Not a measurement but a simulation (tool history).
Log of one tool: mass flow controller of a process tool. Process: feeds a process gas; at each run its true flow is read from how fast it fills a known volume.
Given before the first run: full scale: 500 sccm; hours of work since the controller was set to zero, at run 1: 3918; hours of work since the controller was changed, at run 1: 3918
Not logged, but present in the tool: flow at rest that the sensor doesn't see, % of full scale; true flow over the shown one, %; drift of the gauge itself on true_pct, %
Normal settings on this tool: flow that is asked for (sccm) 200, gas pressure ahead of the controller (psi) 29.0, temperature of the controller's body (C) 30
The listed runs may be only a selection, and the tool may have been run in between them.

run    hour  flow that is asked for (sccm)  gas pressure ahead of the controller (psi)  temperature of the controller's body (C)  hours of work since the controller was set to zero  hours of work since the controller was changed  true flow (%)
  1     0.0                            200                                        29.0                                        30                                                3918                                            3918         102.86
  2    77.6                            200                                        29.0                                        30                                                3961                                            3961         102.78
  3   157.8                            216                                        29.0                                        30                                                4006                                            4006         102.76
  4   263.0                            200                                        29.0                                        30                                                4064                                            4064         102.93
  5   336.8                            200                                        35.7                                        30                                                4105                                            4105         103.06
  6   460.9                            200                                        29.0                                        24                                                4174                                            4174         102.45
  7   528.1                            200                                        29.0                                        30                                                4211                                            4211         102.95
  8   610.3                            408                                        29.0                                        30                                                4256                                            4256         102.79
  9   703.1                            408                                        29.0                                        30                                                4308                                            4308         102.76
 10   810.3                            408                                        29.0                                        30                                                4367                                            4367         102.87
 11   863.6                            408                                        29.0                                        30                                                4397                                            4397         102.81
 12   918.3                            408                                        29.0                                        30                                                4427                                            4427         102.80
 13  1025.8                            408                                        29.0                                        30                                                4486                                            4486         102.77
 14  1153.3                            408                                        29.0                                        30                                                4557                                            4557         102.94
 15  1234.6                            408                                        29.0                                        30                                                4602                                            4602         102.84
 16  1340.1                            200                                        29.0                                        27                                                4660                                            4660         103.14
 17  1466.9                            196                                        29.0                                        30                                                4731                                            4731         103.47
 18  1568.1                            196                                        29.0                                        30                                                4787                                            4787         103.46
 19  1687.1                            196                                        29.0                                        30                                                4852                                            4852         103.52
 20  1789.2                            196                                        29.0                                        30                                                4909                                            4909         103.67
 21  1860.5                            196                                        29.0                                        30                                                4949                                            4949         103.68
 22  1931.8                            165                                        29.0                                        30                                                4988                                            4988         103.92
 23  1997.8                            194                                        29.0                                        25                                                5025                                            5025         103.12
 24  2099.0                            194                                        29.0                                        25                                                5081                                            5081         103.38
 25  2207.2                            194                                        29.0                                        25                                                5140                                            5140         103.35
 26  2309.4                            200                                        29.6                                        30                                                5197                                            5197         103.76
 27  2421.4                            162                                        29.0                                        24                                                5259                                            5259         103.83
 28  2516.1                            376                                        29.0                                        35                                                5311                                            5311         103.83
 29  2593.8                             77                                        24.4                                        32                                                5354                                            5354         106.99
 30  2713.9                             57                                        29.0                                        30                                                5421                                            5421         108.80
 31  2831.4                             87                                        29.0                                        30                                                5486                                            5486         106.36
 32  2887.4                             87                                        29.0                                        30                                                5517                                            5517         106.46
 33  2997.0                            245                                        29.0                                        30                                                5578                                            5578         103.77
 34  3080.6                             61                                        35.4                                        30                                                5624                                            5624         108.61
 35  3188.8                            204                                        29.0                                        20                                                5684                                            5684         103.23
 36  3253.8                            204                                        29.3                                        23                                                5720                                            5720         103.60
 37  3346.1                            204                                        34.7                                        33                                                5771                                            5771         104.49
 38  3470.8                            274                                        27.6                                        22                                                5840                                            5840         103.12
 39  3547.9                            274                                        27.6                                        22                                                5883                                            5883         103.18
 40  3672.5                            278                                        36.7                                        29                                                5952                                            5952         103.79
 41  3791.3                            278                                        36.7                                        29                                                6018                                            6018         103.92
 42  3848.1                             79                                        30.6                                        34                                                6049                                            6049         108.05
 43  3956.7                            232                                        22.8                                        30                                                6109                                            6109         104.17
 44  4029.8                            232                                        20.9                                        30                                                6150                                            6150         104.31

3 ways to go on from here, each from the tool as it stands after run 44. What would each give?
  A  4134.8                             63                                        22.6                                        30                                                6208                                            6208              ?
  B  4134.8                            200                                        23.9                                        37                                                6208                                            6208              ?
  C  4134.8                            200                                        29.0                                        31                                                6208                                            6208              ?

run  true flow (%)
  A         109.16
  B         105.13
  C         104.74
Had the tool no hidden state, the same runs would have come out as:
run  true flow (%)
  A          99.46
  B         100.38
  C          99.99
